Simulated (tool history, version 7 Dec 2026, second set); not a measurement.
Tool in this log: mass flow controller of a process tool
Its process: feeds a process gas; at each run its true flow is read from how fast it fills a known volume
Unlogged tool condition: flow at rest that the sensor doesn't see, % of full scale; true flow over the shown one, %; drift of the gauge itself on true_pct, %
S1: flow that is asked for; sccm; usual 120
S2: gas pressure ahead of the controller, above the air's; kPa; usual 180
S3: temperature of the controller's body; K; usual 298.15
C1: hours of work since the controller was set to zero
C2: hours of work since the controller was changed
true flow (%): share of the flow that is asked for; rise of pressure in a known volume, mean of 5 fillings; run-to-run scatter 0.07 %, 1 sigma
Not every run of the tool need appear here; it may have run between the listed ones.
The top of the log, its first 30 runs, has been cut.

Run 31, day 362.304: usual settings but S1 27 sccm, S2 245 kPa, S3 312.15 K; C1 1131; C2 6943. Result: true flow (%) 99.21.
Run 32, day 372.712: usual settings but S1 77 sccm, S3 299.15 K; C1 1264; C2 7076. Result: true flow (%) 98.12.
Run 33, day 384.012: usual settings but S1 38 sccm, S2 191 kPa, S3 293.15 K; C1 1409; C2 7221. Result: true flow (%) 97.97.
Run 34, day 394.354: usual settings but S2 247 kPa, S3 309.15 K; C1 1542; C2 7354. Result: true flow (%) 98.46.
Run 35, day 410.746: usual settings but S1 128 sccm, S2 155 kPa, S3 299.15 K; C1 1752; C2 7564. Result: true flow (%) 98.34.
Run 36, day 426.946: usual settings but S1 23 sccm, S2 270 kPa; C1 1960; C2 7772. Result: true flow (%) 99.84.
Run 37, day 434.754: usual settings but S1 167 sccm, S2 188 kPa; C1 2060; C2 7872. Result: true flow (%) 98.47.
Run 38, day 447.35: usual settings but S3 299.15 K; C1 2222; C2 8034. Result: true flow (%) 98.29.
Run 39, day 466.042: usual settings but S1 68 sccm, S2 179 kPa, S3 296.15 K; C1 2461; C2 8273. Result: true flow (%) 98.14.
Run 40, day 484.604: usual settings but S1 68 sccm, S2 179 kPa, S3 296.15 K; C1 2700; C2 8512. Result: true flow (%) 98.35.
Run 41, day 496.246: usual settings but S1 68 sccm, S2 179 kPa, S3 296.15 K; C1 2849; C2 8661. Result: true flow (%) 98.47.
Run 42, day 511.529: usual settings but S1 68 sccm, S2 179 kPa, S3 296.15 K; C1 3045; C2 8857. Result: true flow (%) 98.48.

Predict each of these 4 candidate next runs independently; none follows another, all start after run 42:
Run A, day 529.7: usual settings but S1 42 sccm, S2 179 kPa, S3 301.15 K; C1 3278; C2 9090. Result: true flow (%) ?.
Run B, day 529.7: usual settings but S1 41 sccm, S2 141 kPa, S3 313.15 K; C1 3278; C2 9090. Result: true flow (%) ?.
Run C, day 529.7: usual settings but S1 190 sccm, S2 250 kPa, S3 306.15 K; C1 3278; C2 9090. Result: true flow (%) ?.
Run D, day 529.7: usual settings but S1 68 sccm, S2 161 kPa, S3 300.15 K; C1 3278; C2 9090. Result: true flow (%) ?.

run  true flow (%)
  A            100
  B         101.17
  C          98.89
  D          99.12
What these runs would have given with no unlogged condition in the tool:
run  true flow (%)
  A          98.65
  B          99.74
  C         100.23
  D          99.09
